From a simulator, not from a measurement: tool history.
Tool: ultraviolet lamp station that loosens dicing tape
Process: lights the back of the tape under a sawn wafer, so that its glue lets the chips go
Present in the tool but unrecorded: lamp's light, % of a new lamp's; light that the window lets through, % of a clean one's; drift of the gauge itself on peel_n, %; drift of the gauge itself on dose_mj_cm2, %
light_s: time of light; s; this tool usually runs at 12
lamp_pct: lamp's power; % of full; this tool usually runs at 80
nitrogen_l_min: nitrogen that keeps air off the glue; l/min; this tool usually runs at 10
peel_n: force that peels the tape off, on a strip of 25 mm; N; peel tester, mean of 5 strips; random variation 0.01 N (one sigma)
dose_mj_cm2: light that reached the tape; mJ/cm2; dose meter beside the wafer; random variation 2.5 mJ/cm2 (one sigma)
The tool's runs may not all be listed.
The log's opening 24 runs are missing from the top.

run,hour,light_s,lamp_pct,nitrogen_l_min,hours of work of the lamp,hours of work since the window was cleaned,peel_n,dose_mj_cm2
25,151.3,10,80,10,242,307,0.936,216
26,155,15,87,5,244,309,0.633,356
27,160.1,6,93,9,248,312,1.849,153
28,165.2,10,93,19,251,315,0.436,248
29,169.4,10,93,19,253,318,0.449,244
30,178,10,80,8,258,323,1.104,220
31,184.6,10,65,4,262,327,2.274,176
32,188.8,8,62,20,265,329,1.464,134
33,192.7,16,83,11,267,332,0.332,355
34,199.9,7,95,4,272,336,2.36,182
35,208.3,7,95,4,277,341,2.38,180
36,213,19,86,6,280,344,0.357,436
37,219,8,80,12,283,348,1.3,172
38,228.1,8,80,12,289,353,1.282,172
39,234.8,8,80,12,293,357,1.361,168
40,238.9,8,80,12,295,360,1.305,170
41,245,8,80,12,299,363,1.282,166
42,253.9,22,74,6,304,369,0.363,426
43,261.3,7,80,15,309,373,1.473,147

Predict each of these 3 candidate next runs independently; none follows another, all start after run 43:
A,269.9,6,94,9,314,378,?,?
B,269.9,12,74,6,314,378,?,?
C,269.9,16,81,3,314,378,?,?

run,peel_n,dose_mj_cm2
A,1.884,147
B,1.275,230
C,1.05,335
Without the tool's hidden state the same runs would have given:
run,peel_n,dose_mj_cm2
A,1.334,185
B,0.832,290
C,0.673,421
